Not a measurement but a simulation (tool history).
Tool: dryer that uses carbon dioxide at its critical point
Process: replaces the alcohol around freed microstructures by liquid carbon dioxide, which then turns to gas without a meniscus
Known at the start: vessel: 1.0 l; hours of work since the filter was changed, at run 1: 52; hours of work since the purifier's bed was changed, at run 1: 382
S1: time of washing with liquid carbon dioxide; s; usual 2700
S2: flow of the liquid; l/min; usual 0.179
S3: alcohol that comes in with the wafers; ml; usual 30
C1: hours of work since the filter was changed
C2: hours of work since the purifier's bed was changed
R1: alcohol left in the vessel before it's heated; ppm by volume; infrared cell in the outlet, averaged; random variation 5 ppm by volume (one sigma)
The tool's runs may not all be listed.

run     day    S1     S2  S3   C1   C2    R1
  1   0.000  2700  0.179  30   52  382   102
  2   0.638  2700  0.179  30   62  392   108
  3   1.171  2700  0.179  30   71  400   106
  4   2.183  2700  0.179  30   87  417   105
  5   3.183  2700  0.179  26  103  433   112
  6   4.196  2700  0.179  26  119  449   111
  7   4.683  2700  0.179  26  127  457   113
  8   5.846  2700  0.179  30  146  475   123
  9   6.429  2700  0.179  30  155  485   113
 10   7.400  2700  0.179  30  171  500   110
 11   8.179  2700  0.179  30  183  513   130
 12   9.088  2700  0.179  30  198  528   125
 13  10.075  2700  0.179  30  214  543   143
 14  10.717  2700  0.179  30  224  554   140
 15  11.788  2700  0.179  30  241  571   141
 16  12.367  2400  0.179  30  250  580   202
 17  13.229  2400  0.179  30  264  594   203
 18  14.112  2400  0.179  30  279  608   206
 19  14.804  2400  0.179  34  290  619   219
 20  15.862  2400  0.179  34  307  636   217
 21  16.538  2400  0.179  34  317  647   227
     16.817  -- inlet filter changed
 22  17.446  2400  0.179  34   10  661   184
 23  18.558  2700  0.179  74   28  679   197
 24  19.200  2700  0.179  34   38  689   146
 25  19.796  2700  0.179  34   48  699   156
 26  20.679  2700  0.179  34   62  713   160
 27  21.558  4200  0.179  51   76  727   125
 28  22.242  3240  0.210  70   87  738   123
 29  22.925  1740  0.119  25   98  749  1641
 30  23.608  1740  0.119  25  109  760  1697
 31  24.675  2880  0.125  30  126  777   356
 32  25.183  1920  0.259  30  134  786   152
 33  26.071  2100  0.173  30  149  800   350
 34  26.562  3180  0.173  67  157  808   180
 35  27.338  3180  0.173  67  169  820   177
 36  28.321  3180  0.173  67  185  836   164
 37  29.329  2400  0.170  53  201  852   357
 38  29.912  2400  0.195  45  210  862   224
 39  30.708  2940  0.120  36  223  874   493
 40  31.483  1860  0.132  44  236  887  1897
 41  32.479  1860  0.132  44  252  903  1949
 42  33.042  2940  0.295  31  261  912   133
 43  33.812  2940  0.277  31  273  924   145
 44  34.554  4080  0.122  22  285  936   194
 45  35.229  2460  0.122  38  296  947   927
 46  35.962  2460  0.122  38  308  959   927
 47  36.604  2340  0.260  30  318  969   171

The same runs without the tool's hidden state, with the same run-to-run variation:
The hidden state here: flow that reaches the vessel past the clogged filter, %; alcohol in the recycled carbon dioxide, ppm; drift of the gauge itself on alcohol_ppm, %.
run    R1
  1    40
  2    44
  3    39
  4    35
  5    41
  6    36
  7    35
  8    40
  9    32
 10    25
 11    39
 12    32
 13    45
 14    39
 15    36
 16    83
 17    78
 18    83
 19    83
 20    75
 21    86
 22    77
 23    86
 24    36
 25    44
 26    47
 27    16
 28     8
 29  1423
 30  1461
 31   204
 32    22
 33   187
 34    46
 35    39
 36    25
 37   179
 38    68
 39   282
 40  1464
 41  1490
 42     0
 43     7
 44    35
 45   594
 46   585
 47    15
